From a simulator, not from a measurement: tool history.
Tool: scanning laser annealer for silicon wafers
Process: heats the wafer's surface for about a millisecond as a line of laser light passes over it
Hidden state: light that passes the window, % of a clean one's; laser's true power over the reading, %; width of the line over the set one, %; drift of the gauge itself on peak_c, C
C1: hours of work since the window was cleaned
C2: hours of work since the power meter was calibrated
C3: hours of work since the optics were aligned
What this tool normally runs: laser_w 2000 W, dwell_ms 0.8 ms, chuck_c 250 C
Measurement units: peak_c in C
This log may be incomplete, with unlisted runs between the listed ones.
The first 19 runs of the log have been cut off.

Run 20, hour 1255.8: usual settings but dwell_ms 0.783 ms; C1 243; C2 2190; C3 1491. Result: peak_c 1048 C.
Run 21, hour 1329: usual settings but dwell_ms 0.757 ms; C1 290; C2 2237; C3 1538. Result: peak_c 1030 C.
Run 22, hour 1376.1: usual settings but laser_w 2136 W, chuck_c 276 C; C1 320; C2 2267; C3 1569. Result: peak_c 1132 C.
Run 23, hour 1433.7: usual settings but laser_w 2136 W, chuck_c 276 C; C1 357; C2 2304; C3 1606. Result: peak_c 1125 C.
Run 24, hour 1502.6: usual settings but laser_w 2106 W, dwell_ms 0.62 ms, chuck_c 262 C; C1 402; C2 2349; C3 1650. Result: peak_c 996 C.
Run 25, hour 1545.3: usual settings but laser_w 2101 W, dwell_ms 0.785 ms, chuck_c 230 C; C1 429; C2 2376; C3 1678. Result: peak_c 1057 C.
Run 26, hour 1633.4: usual settings but laser_w 2048 W, dwell_ms 0.818 ms, chuck_c 238 C; C1 486; C2 2433; C3 1734. Result: peak_c 1059 C.
Run 27, hour 1693.7: usual settings but laser_w 1751 W, dwell_ms 0.628 ms, chuck_c 259 C; C1 525; C2 2472; C3 1773. Result: peak_c 874 C.
Run 28, hour 1749: usual settings but laser_w 1903 W, dwell_ms 0.587 ms, chuck_c 218 C; C1 560; C2 2508; C3 1809. Result: peak_c 857 C.
Run 29, hour 1830.5: usual settings but laser_w 1959 W, dwell_ms 0.587 ms, chuck_c 219 C; C1 613; C2 2560; C3 1861. Result: peak_c 876 C.
Run 30, hour 1875: usual settings but laser_w 2179 W, dwell_ms 0.661 ms, chuck_c 219 C; C1 641; C2 2589; C3 1890. Result: peak_c 992 C.
At hour 1942.1: optics aligned, line set to its width.
Run 31, hour 1953.9: usual settings but laser_w 1998 W, dwell_ms 0.75 ms; C1 689; C2 2636; C3 8. Result: peak_c 1018 C.
Run 32, hour 2023.2: usual settings but laser_w 1998 W, dwell_ms 0.85 ms, chuck_c 277 C; C1 734; C2 2681; C3 52. Result: peak_c 1100 C.
Run 33, hour 2062.3: usual settings but laser_w 2107 W, dwell_ms 0.926 ms, chuck_c 277 C; C1 759; C2 2706; C3 77. Result: peak_c 1180 C.
Run 34, hour 2125.2: usual settings but laser_w 2102 W; C1 799; C2 2747; C3 118. Result: peak_c 1082 C.
Run 35, hour 2196.1: usual settings but laser_w 1771 W, chuck_c 237 C; C1 845; C2 2792; C3 164. Result: peak_c 940 C.
Run 36, hour 2239: usual settings but laser_w 1771 W, chuck_c 237 C; C1 873; C2 2820; C3 191. Result: peak_c 942 C.
Run 37, hour 2322.2: usual settings but laser_w 2043 W, dwell_ms 0.928 ms; C1 926; C2 2874; C3 245. Result: peak_c 1112 C.
At hour 2370.8: window over the wafer cleaned.
Run 38, hour 2387: usual settings but laser_w 1743 W, dwell_ms 0.577 ms; C1 10; C2 2914; C3 285. Result: peak_c 862 C.
Run 39, hour 2433.4: usual settings but chuck_c 227 C; C1 40; C2 2944; C3 315. Result: peak_c 1052 C.
Run 40, hour 2470.2: usual settings but laser_w 1885 W; C1 64; C2 2968; C3 339. Result: peak_c 1027 C.
Run 41, hour 2541.5: usual settings but laser_w 1885 W; C1 110; C2 3014; C3 385. Result: peak_c 1026 C.

3 ways to go on from here, each from the tool as it stands after run 41. What would each give?
Run A, hour 2621.2: usual settings but laser_w 2026 W, dwell_ms 0.706 ms; C1 161; C2 3065; C3 436. Result: peak_c ?.
Run B, hour 2621.2: usual settings but laser_w 1885 W, dwell_ms 0.794 ms, chuck_c 225 C; C1 161; C2 3065; C3 436. Result: peak_c ?.
Run C, hour 2621.2: usual settings but laser_w 1885 W, dwell_ms 0.881 ms; C1 161; C2 3065; C3 436. Result: peak_c ?.

run  peak_c
  A    1026
  B     997
  C    1063
With no hidden state in the tool, these same runs would have given:
run  peak_c
  A    1028
  B     999
  C    1066

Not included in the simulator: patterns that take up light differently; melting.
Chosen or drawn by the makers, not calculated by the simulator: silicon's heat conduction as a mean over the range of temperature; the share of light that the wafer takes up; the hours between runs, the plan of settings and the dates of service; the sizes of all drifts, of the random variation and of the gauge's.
